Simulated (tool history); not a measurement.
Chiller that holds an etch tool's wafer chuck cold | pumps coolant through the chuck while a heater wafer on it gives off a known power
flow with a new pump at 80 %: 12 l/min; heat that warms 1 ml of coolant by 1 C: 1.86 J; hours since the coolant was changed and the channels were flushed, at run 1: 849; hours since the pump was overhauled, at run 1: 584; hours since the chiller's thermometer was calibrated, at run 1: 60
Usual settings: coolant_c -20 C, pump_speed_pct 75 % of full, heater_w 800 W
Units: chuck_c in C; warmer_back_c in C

run    hour  coolant_c  pump_speed_pct  heater_w  hours since the coolant was changed and the channels were flushed  hours since the pump was overhauled  hours since the chiller's thermometer was calibrated  chuck_c  warmer_back_c
  1       0        -20              75       800                                                                849                                  584                                                    60    -11.3           2.37
  2    96.4        -20              75       800                                                                946                                  681                                                   156    -11.3           2.34
  3   185.6        -20              75       728                                                               1035                                  770                                                   245      -12           2.09
  4   332.3        -20              75       728                                                               1182                                  917                                                   392    -11.9           2.12
  5     487        -20              75      1124                                                               1336                                 1071                                                   547     -7.4           3.38
  6   607.9        -20              75       800                                                               1457                                 1192                                                   668    -11.1           2.38
  7   760.4        -20              75       800                                                               1610                                 1345                                                   820    -11.2           2.41
  8   885.4        -20              75       800                                                               1735                                 1470                                                   945      -11           2.44
  9    1051        -20              75       800                                                               1900                                 1635                                                  1111    -11.1           2.37
 10  1182.7        -20              75       800                                                               2032                                 1767                                                  1243      -11           2.44
 11  1334.3        -20              75       800                                                               2184                                 1919                                                  1394    -10.8            2.4
 12  1447.9        -20              75       544                                                               2297                                 2032                                                  1508    -13.8           1.62
 13  1602.7        -20              66       911                                                               2452                                 2187                                                  1663     -8.4           3.25
 14  1738.8        -16              69       876                                                               2588                                 2323                                                  1799     -5.2            2.9
 15  1898.4        -23              62       575                                                               2748                                 2483                                                  1958    -15.4            2.2
 16  2041.7        -25              72       800                                                               2891                                 2626                                                  2102    -15.5           2.58
 17    2146        -21              90       800                                                               2996                                 2730                                                  2206      -13           2.07
 18  2285.5        -21              79       922                                                               3135                                 2870                                                  2345    -10.7           2.79
 19  2369.4        -20              83       922                                                               3219                                 2954                                                  2429     -9.9           2.63
 20  2450.2        -20              81       922                                                               3300                                 3034                                                  2510     -9.6           2.64
 21  2576.8        -20              62       801                                                               3426                                 3161                                                  2637     -9.3           3.06
 22  2681.6        -20              62       801                                                               3531                                 3266                                                  2741     -9.1           3.05
 23  2799.1        -20              77      1063                                                               3649                                 3383                                                  2859     -7.6            3.3
 24  2929.6        -13              87       447                                                               3779                                 3514                                                  2990     -8.6           1.18

Measured less the same run without the tool's hidden state. The same run-to-run variation is in both; the gauge's scatter may not be:
The hidden state here: heat passed by the chuck's channels, % of clean ones'; flow at a given pump speed, % of a new pump's; coolant's true temperature over the reading, C; drift of the gauge itself on chuck_c, C; drift of the gauge itself on warmer_back_c, C.
run  chuck_c  warmer_back_c
  1     +0.3          +0.05
  2     +0.3          +0.05
  3     +0.3          +0.06
  4     +0.4          +0.06
  5     +0.6          +0.11
  6     +0.5          +0.09
  7     +0.6           +0.1
  8     +0.6          +0.11
  9     +0.6          +0.11
 10     +0.6          +0.13
 11     +0.6          +0.13
 12     +0.5          +0.09
 13       +1           +0.2
 14       +1          +0.18
 15     +0.7          +0.15
 16       +1          +0.18
 17     +0.8          +0.16
 18     +1.1          +0.21
 19     +1.1          +0.21
 20     +1.2          +0.22
 21     +1.2          +0.26
 22     +1.3          +0.27
 23     +1.6           +0.3
 24     +0.4          +0.12

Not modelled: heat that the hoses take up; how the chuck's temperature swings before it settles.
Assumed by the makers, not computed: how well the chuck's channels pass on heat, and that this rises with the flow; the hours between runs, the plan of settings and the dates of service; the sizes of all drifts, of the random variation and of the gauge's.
